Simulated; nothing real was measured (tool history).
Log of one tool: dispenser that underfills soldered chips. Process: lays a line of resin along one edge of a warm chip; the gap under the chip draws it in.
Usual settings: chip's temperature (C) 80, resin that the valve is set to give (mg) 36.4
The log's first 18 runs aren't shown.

run   hour  chip's temperature (C)  resin that the valve is set to give (mg)  time until the resin shows at the far edge (s)  resin that the valve gave (mg)
     131.1  -- new syringe of resin
 19  133.2                      80                                      36.4                                           207.1                           33.94
     138.8  -- dispensing valve cleaned and set on the balance
 20  142.9                      74                                      36.4                                           404.6                           36.11
     146.3  -- new syringe of resin
 21  151.9                      74                                      36.4                                           308.6                           36.28
     160.8  -- new syringe of resin
 22    161                      80                                      45.1                                           176.5                           44.73
 23  165.3                      89                                      31.7                                           171.6                           31.41
     174.9  -- new syringe of resin
 24  176.1                      80                                        33                                           202.6                           32.37
 25  183.7                      79                                        41                                           309.9                           40.28
     188.7  -- new syringe of resin
 26  188.7                      79                                        41                                           187.3                           40.67
 27  197.8                      78                                      47.2                                           312.4                           46.06
     203.1  -- new syringe of resin
 28  208.4                      78                                      47.2                                           251.2                           46.01
     211.9  -- stage's temperature calibrated
     218.2  -- new syringe of resin
 29    219                      80                                      34.1                                           201.7                              33
 30    224                      69                                      43.1                                           387.4                           41.69
 31  230.8                      69                                      43.1                                           558.5                           41.59
     232.1  -- new syringe of resin
 32  241.8                      85                                      35.6                                           261.4                           34.48
       246  -- new syringe of resin
 33  248.9                      68                                      43.5                                           345.3                           41.92
 34  257.7                      76                                      44.8                                           403.1                           42.99
     259.7  -- new syringe of resin
 35  268.8                      70                                        31                                           483.6                           29.63

Forecast each of these 3 alternatives for the next run:
     273.7  -- new syringe of resin
  A  275.7                      80                                      36.9                                               ?                               ?
     273.7  -- new syringe of resin
  B  275.7                      80                                      46.2                                               ?                               ?
     273.7  -- new syringe of resin
  C  275.7                      83                                      35.3                                               ?                               ?

run  time until the resin shows at the far edge (s)  resin that the valve gave (mg)
  A                                             213                           35.15
  B                                           203.1                           44.23
  C                                           192.6                           33.71
Without the tool's hidden state the same runs would have given:
run  time until the resin shows at the far edge (s)  resin that the valve gave (mg)
  A                                           187.1                           36.92
  B                                           179.9                           46.46
  C                                           168.7                           35.41
